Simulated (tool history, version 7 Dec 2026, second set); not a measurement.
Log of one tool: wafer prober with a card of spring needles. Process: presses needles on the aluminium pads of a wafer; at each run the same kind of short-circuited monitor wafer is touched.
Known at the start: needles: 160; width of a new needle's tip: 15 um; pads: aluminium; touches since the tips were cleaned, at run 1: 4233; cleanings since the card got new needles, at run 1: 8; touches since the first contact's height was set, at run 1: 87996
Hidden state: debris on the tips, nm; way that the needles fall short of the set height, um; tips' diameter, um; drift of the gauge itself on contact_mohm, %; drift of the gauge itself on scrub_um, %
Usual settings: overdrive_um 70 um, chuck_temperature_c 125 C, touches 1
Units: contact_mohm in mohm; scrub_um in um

run,day,overdrive_um,chuck_temperature_c,touches,touches since the tips were cleaned,cleanings since the card got new needles,touches since the first contact's height was set,contact_mohm,scrub_um
1,0.000,70,125,1,4233,8,87996,145,11.12
2,0.192,70,125,1,6582,8,90345,145,11.13
# day 0.371: tips cleaned on abrasive film
3,0.521,70,125,1,1801,9,94289,147,11.12
4,0.912,70,125,1,6551,9,99039,143,11.12
# day 1.083: tips cleaned on abrasive film
5,1.321,70,125,1,2912,10,104004,146,11.12
6,1.725,70,125,1,7839,10,108931,145,11.10
# day 1.821: tips cleaned on abrasive film
7,2.046,70,125,1,2776,11,112790,146,11.13
# day 2.454: height of the first contact set anew
8,2.496,70,125,1,8087,11,490,145,11.11
# day 2.533: tips cleaned on abrasive film
9,2.850,70,125,1,3826,12,4732,145,11.12
# day 3.242: tips cleaned on abrasive film
10,3.242,70,28,1,0,13,9445,130,11.13
11,3.546,70,28,1,3735,13,13180,129,11.13
# day 3.954: tips cleaned on abrasive film
12,4.000,70,28,1,574,14,18666,129,11.11
13,4.396,70,28,1,5394,14,23486,131,11.12
# day 4.662: tips cleaned on abrasive film
14,4.662,70,27,1,0,15,26684,130,11.13
15,4.908,70,27,1,2998,15,29682,129,11.12
16,5.188,70,27,1,6399,15,33083,132,11.12
# day 5.388: tips cleaned on abrasive film
17,5.458,70,27,1,839,16,36318,128,11.11
18,5.792,70,27,1,4912,16,40391,131,11.14
19,5.992,70,27,1,7339,16,42818,129,11.11
# day 6.092: tips cleaned on abrasive film
20,6.421,70,27,1,4055,17,48017,132,11.14
21,6.725,70,27,1,7717,17,51679,129,11.11
# day 6.796: tips cleaned on abrasive film
22,7.096,70,27,1,3621,18,56154,129,11.15
23,7.425,70,27,1,7641,18,60174,128,11.14
# day 7.512: tips cleaned on abrasive film
24,7.871,82,27,1,4386,19,65551,130,13.08
# day 8.238: tips cleaned on abrasive film
25,8.317,82,27,1,954,20,70935,127,13.04

Run 26 comes next. What will it give?
26,8.525,65,49,2,3472,20,73453,?,?

contact_mohm: 137 mohm
scrub_um: 10.34 um
Without the tool's hidden state the same run would have given contact_mohm 137 mohm, scrub_um 10.34 um.

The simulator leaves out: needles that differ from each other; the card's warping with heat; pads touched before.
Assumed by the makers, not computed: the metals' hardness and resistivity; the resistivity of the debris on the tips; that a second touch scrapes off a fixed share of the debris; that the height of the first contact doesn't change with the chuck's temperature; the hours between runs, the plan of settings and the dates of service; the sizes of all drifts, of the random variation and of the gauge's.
